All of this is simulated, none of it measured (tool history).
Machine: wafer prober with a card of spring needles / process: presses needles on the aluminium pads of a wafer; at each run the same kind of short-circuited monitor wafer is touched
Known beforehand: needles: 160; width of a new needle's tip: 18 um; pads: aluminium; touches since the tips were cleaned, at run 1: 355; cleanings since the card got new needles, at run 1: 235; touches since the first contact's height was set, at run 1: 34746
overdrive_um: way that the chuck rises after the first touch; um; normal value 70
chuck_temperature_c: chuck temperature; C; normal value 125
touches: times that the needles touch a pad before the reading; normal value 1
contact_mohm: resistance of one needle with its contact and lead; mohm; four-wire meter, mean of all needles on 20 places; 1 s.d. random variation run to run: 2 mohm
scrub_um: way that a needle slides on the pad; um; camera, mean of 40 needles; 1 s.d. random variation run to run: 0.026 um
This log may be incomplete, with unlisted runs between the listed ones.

run    hour  overdrive_um  chuck_temperature_c  touches  touches since the tips were cleaned  cleanings since the card got new needles  touches since the first contact's height was set  contact_mohm  scrub_um
  1       0            70                  125        1                                  355                                       235                                             34746           223     17.07
        7.9  -- tips cleaned on abrasive film
       17.7  -- tips cleaned on abrasive film
       25.6  -- tips cleaned on abrasive film
       35.5  -- tips cleaned on abrasive film
  2    38.2            70                  125        1                                 1093                                       239                                             49908           222     17.03
       44.1  -- tips cleaned on abrasive film
         54  -- tips cleaned on abrasive film
       63.8  -- tips cleaned on abrasive film
       71.7  -- tips cleaned on abrasive film
       81.6  -- tips cleaned on abrasive film
       91.4  -- tips cleaned on abrasive film
      101.2  -- tips cleaned on abrasive film
  3   108.7            70                  125        1                                 2985                                       246                                             77902           228     17.06
      110.7  -- tips cleaned on abrasive film
      118.6  -- tips cleaned on abrasive film
      128.5  -- tips cleaned on abrasive film
      136.4  -- tips cleaned on abrasive film
  4   138.4            70                  125        1                                  807                                       250                                             89652           224     17.06
      144.3  -- tips cleaned on abrasive film
      144.6  -- height of the first contact set anew
      152.5  -- tips cleaned on abrasive film
      160.4  -- tips cleaned on abrasive film
      170.2  -- tips cleaned on abrasive film
      178.1  -- tips cleaned on abrasive film
  5     179            70                  125        1                                  339                                       255                                             13627           221     17.03
      186.8  -- tips cleaned on abrasive film
      196.7  -- tips cleaned on abrasive film
      204.6  -- tips cleaned on abrasive film
      214.4  -- tips cleaned on abrasive film
      224.3  -- tips cleaned on abrasive film
  6   231.8            70                  125        1                                 3019                                       260                                             34624           222     17.07
      233.8  -- tips cleaned on abrasive film
      243.7  -- tips cleaned on abrasive film
      253.5  -- tips cleaned on abrasive film
      263.4  -- tips cleaned on abrasive film
      273.2  -- tips cleaned on abrasive film
  7   279.4            70                  125        1                                 2486                                       265                                             53524           224     17.02
      281.5  -- tips cleaned on abrasive film
      291.3  -- tips cleaned on abrasive film
      299.2  -- tips cleaned on abrasive film
        309  -- tips cleaned on abrasive film
  8   315.4            70                  125        1                                 2543                                       269                                             67795           222     17.05
      317.4  -- tips cleaned on abrasive film
      327.3  -- tips cleaned on abrasive film
      337.1  -- tips cleaned on abrasive film
        347  -- tips cleaned on abrasive film
      356.8  -- tips cleaned on abrasive film
      364.7  -- tips cleaned on abrasive film
      373.2  -- tips cleaned on abrasive film
  9   373.2            70                  125        1                                    0                                       276                                             90728           227      17.1
      375.5  -- height of the first contact set anew
      383.4  -- tips cleaned on abrasive film
      393.2  -- tips cleaned on abrasive film
      403.1  -- tips cleaned on abrasive film
      412.9  -- tips cleaned on abrasive film
 10   414.7            70                  125        1                                  724                                       280                                             15575           227     17.08
      422.6  -- tips cleaned on abrasive film
      430.5  -- tips cleaned on abrasive film
      440.3  -- tips cleaned on abrasive film
      448.2  -- tips cleaned on abrasive film
      456.1  -- tips cleaned on abrasive film
        466  -- tips cleaned on abrasive film
      475.8  -- tips cleaned on abrasive film
 11   482.2            70                  125        1                                 2564                                       287                                             42369           223     17.05
      484.3  -- tips cleaned on abrasive film
      492.1  -- tips cleaned on abrasive film
        502  -- tips cleaned on abrasive film
      509.9  -- tips cleaned on abrasive film
      519.7  -- tips cleaned on abrasive film
      527.6  -- tips cleaned on abrasive film
      537.5  -- tips cleaned on abrasive film
      545.4  -- tips cleaned on abrasive film
 12   551.2            70                  125        1                                 2358                                       295                                             69738           225     17.01
      553.3  -- tips cleaned on abrasive film
      563.2  -- tips cleaned on abrasive film
      571.1  -- tips cleaned on abrasive film
      580.9  -- tips cleaned on abrasive film
      590.7  -- tips cleaned on abrasive film
      598.6  -- tips cleaned on abrasive film
      606.7  -- height of the first contact set anew
      608.8  -- tips cleaned on abrasive film
      618.6  -- tips cleaned on abrasive film
 13     619            70                  125        1                                  138                                       303                                              4828           223     17.07
      626.9  -- tips cleaned on abrasive film
      634.7  -- tips cleaned on abrasive film
      644.6  -- tips cleaned on abrasive film
      652.5  -- tips cleaned on abrasive film
      662.3  -- tips cleaned on abrasive film
      672.2  -- tips cleaned on abrasive film
      680.1  -- tips cleaned on abrasive film
 14     684            64                  125        1                                 1569                                       310                                             30627           226     15.61
        688  -- tips cleaned on abrasive film
      695.9  -- tips cleaned on abrasive film
      703.8  -- tips cleaned on abrasive film
      713.6  -- tips cleaned on abrasive film
      721.5  -- tips cleaned on abrasive film
      731.3  -- tips cleaned on abrasive film
      741.2  -- tips cleaned on abrasive film
      749.5  -- tips cleaned on abrasive film
 15   749.5            64                  125        1                                    0                                       318                                             56587           225     15.66
      759.3  -- tips cleaned on abrasive film
      769.2  -- tips cleaned on abrasive film
        779  -- tips cleaned on abrasive film
      788.8  -- tips cleaned on abrasive film
      798.7  -- tips cleaned on abrasive film
      808.5  -- tips cleaned on abrasive film
 16     811            70                  125        3                                  987                                       324                                             81020           223     17.05
      816.9  -- tips cleaned on abrasive film
      824.8  -- tips cleaned on abrasive film
      834.7  -- tips cleaned on abrasive film
      838.9  -- height of the first contact set anew
      844.8  -- tips cleaned on abrasive film
 17   849.3            70                   29        1                                 1787                                       328                                              4132           202     17.03
      853.3  -- tips cleaned on abrasive film
      863.1  -- tips cleaned on abrasive film
        873  -- tips cleaned on abrasive film
      880.8  -- tips cleaned on abrasive film
      890.7  -- tips cleaned on abrasive film
      898.6  -- tips cleaned on abrasive film
      906.8  -- tips cleaned on abrasive film
 18   906.8            68                  125        1                                    0                                       335                                             26915           223     16.53
      914.7  -- tips cleaned on abrasive film
      922.6  -- tips cleaned on abrasive film
      932.4  -- tips cleaned on abrasive film
      942.2  -- tips cleaned on abrasive film
 19   944.8            82                  125        2                                 1009                                       339                                             41994           222     19.97
      950.7  -- tips cleaned on abrasive film
      960.5  -- tips cleaned on abrasive film
      970.4  -- tips cleaned on abrasive film
      978.3  -- tips cleaned on abrasive film
 20   979.1            60                   85        2                                  317                                       343                                             55600           217     14.67
        987  -- tips cleaned on abrasive film
      996.8  -- tips cleaned on abrasive film
     1006.7  -- tips cleaned on abrasive film
     1016.5  -- tips cleaned on abrasive film
 21  1019.4            53                   47        1                                 1178                                       347                                             71630           211     12.94
     1025.4  -- tips cleaned on abrasive film
     1033.3  -- tips cleaned on abrasive film
     1043.1  -- tips cleaned on abrasive film
       1053  -- tips cleaned on abrasive film
 22  1057.4            59                   27        2                                 1776                                       351                                             86695           205     14.41
     1061.4  -- tips cleaned on abrasive film
     1071.2  -- tips cleaned on abrasive film
     1071.5  -- height of the first contact set anew
     1081.4  -- tips cleaned on abrasive film
     1089.3  -- tips cleaned on abrasive film
     1099.1  -- tips cleaned on abrasive film
       1107  -- tips cleaned on abrasive film
     1114.9  -- tips cleaned on abrasive film
     1124.7  -- tips cleaned on abrasive film
 23  1127.1            80                  125        1                                  952                                       359                                             22054           221     19.49

Alternative continuations, all from the tool just after run 23; predict every row:
     1133.1  -- tips cleaned on abrasive film
     1140.9  -- tips cleaned on abrasive film
     1150.8  -- tips cleaned on abrasive film
     1160.6  -- tips cleaned on abrasive film
     1168.5  -- tips cleaned on abrasive film
     1178.4  -- tips cleaned on abrasive film
     1188.2  -- tips cleaned on abrasive film
  A  1194.2            65                  125        1                                 2413                                       366                                             48699             ?         ?
     1133.1  -- tips cleaned on abrasive film
     1140.9  -- tips cleaned on abrasive film
     1150.8  -- tips cleaned on abrasive film
     1160.6  -- tips cleaned on abrasive film
     1168.5  -- tips cleaned on abrasive film
     1178.4  -- tips cleaned on abrasive film
     1188.2  -- tips cleaned on abrasive film
  B  1194.2            70                   65        2                                 2413                                       366                                             48699             ?         ?
     1133.1  -- tips cleaned on abrasive film
     1140.9  -- tips cleaned on abrasive film
     1150.8  -- tips cleaned on abrasive film
     1160.6  -- tips cleaned on abrasive film
     1168.5  -- tips cleaned on abrasive film
     1178.4  -- tips cleaned on abrasive film
     1188.2  -- tips cleaned on abrasive film
  C  1194.2            80                   34        1                                 2413                                       366                                             48699             ?         ?

run  contact_mohm  scrub_um
  A           227     15.88
  B           212     17.09
  C           200     19.48
Without the tool's hidden state the same runs would have given:
run  contact_mohm  scrub_um
  A           227     15.88
  B           212     17.09
  C           200     19.48
